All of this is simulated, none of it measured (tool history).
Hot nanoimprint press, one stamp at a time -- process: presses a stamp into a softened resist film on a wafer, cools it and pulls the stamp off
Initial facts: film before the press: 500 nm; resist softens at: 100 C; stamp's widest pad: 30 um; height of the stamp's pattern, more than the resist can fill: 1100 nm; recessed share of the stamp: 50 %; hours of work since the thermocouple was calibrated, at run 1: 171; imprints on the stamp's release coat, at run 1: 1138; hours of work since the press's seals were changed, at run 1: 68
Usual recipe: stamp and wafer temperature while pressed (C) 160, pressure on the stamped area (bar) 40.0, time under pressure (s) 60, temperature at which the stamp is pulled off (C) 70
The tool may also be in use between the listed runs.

run	hour	stamp and wafer temperature while pressed (C)	pressure on the stamped area (bar)	time under pressure (s)	temperature at which the stamp is pulled off (C)	hours of work since the thermocouple was calibrated	imprints on the stamp's release coat	hours of work since the press's seals were changed	resist left under the stamp's widest pad (Å)	greatest force while the stamp is pulled off (N)
1	0.0	160	40.0	60	70	171	1138	68	2064	205
2	4.3	160	40.0	60	70	174	1157	71	2094	204
3	9.0	160	31.2	60	70	177	1179	74	2300	210
4	13.2	160	40.0	60	57	180	1198	77	2091	263
5	19.1	160	40.0	60	57	184	1225	81	2098	272
6	23.0	160	40.0	33	57	187	1243	84	2602	267
7	28.8	160	40.0	33	57	191	1270	88	2586	284
8	32.9	160	40.0	33	57	194	1289	90	2600	280
9	36.9	160	37.4	60	70	196	1306	93	2142	218
10	44.4	153	40.0	60	70	201	1341	98	2980	214
# hour 48.0: plate thermocouple calibrated
11	55.5	153	40.0	60	70	5	1378	104	2998	215
# hour 65.5: plate thermocouple calibrated, once more
12	66.7	153	40.0	60	70	1	1416	109	2811	211
13	73.9	153	40.0	60	70	6	1449	114	2803	213
14	78.1	153	40.0	60	63	9	1468	117	2789	250
15	86.0	153	40.0	60	63	14	1504	123	2766	253
16	94.9	153	40.0	60	63	20	1545	129	2815	242
17	103.8	160	60.1	74	58	26	1585	135	1487	286
18	109.2	162	49.9	62	70	30	1610	139	1572	218
19	114.8	155	41.8	60	63	34	1636	143	2475	241
20	118.9	171	39.3	60	62	37	1654	145	1124	254
21	124.8	171	39.3	60	62	41	1681	149	1117	253
22	131.7	171	39.3	60	62	45	1713	154	1119	268
23	141.0	160	40.0	33	70	52	1755	161	2482	221
24	145.2	160	40.0	33	70	55	1775	163	2472	217
25	149.5	166	40.0	55	70	58	1794	166	1491	224
26	153.6	165	40.0	55	70	61	1813	169	1579	218
27	158.0	165	48.9	102	70	64	1833	172	1098	228
28	165.9	154	42.8	84	63	69	1869	178	2319	255
# hour 172.8: stamp cleaned and given a new release coat
29	177.9	160	40.0	60	63	73	23	182	2006	192
30	184.5	167	27.6	60	70	78	53	186	1664	164

What if the next run were any one of these 4? Each begins from the tool's condition after run 30:
A	188.7	167	27.6	60	61	81	72	189	?	?
B	188.7	167	53.1	60	69	81	72	189	?	?
C	188.7	157	27.6	111	70	81	72	189	?	?
D	188.7	167	41.2	60	70	81	72	189	?	?

run	resist left under the stamp's widest pad (Å)	greatest force while the stamp is pulled off (N)
A	1667	203
B	1187	170
C	2180	165
D	1360	162
Stripped of hidden state, with their random variation kept, the same runs would have yielded:
run	resist left under the stamp's widest pad (Å)	greatest force while the stamp is pulled off (N)
A	1649	200
B	1168	167
C	2157	162
D	1342	160
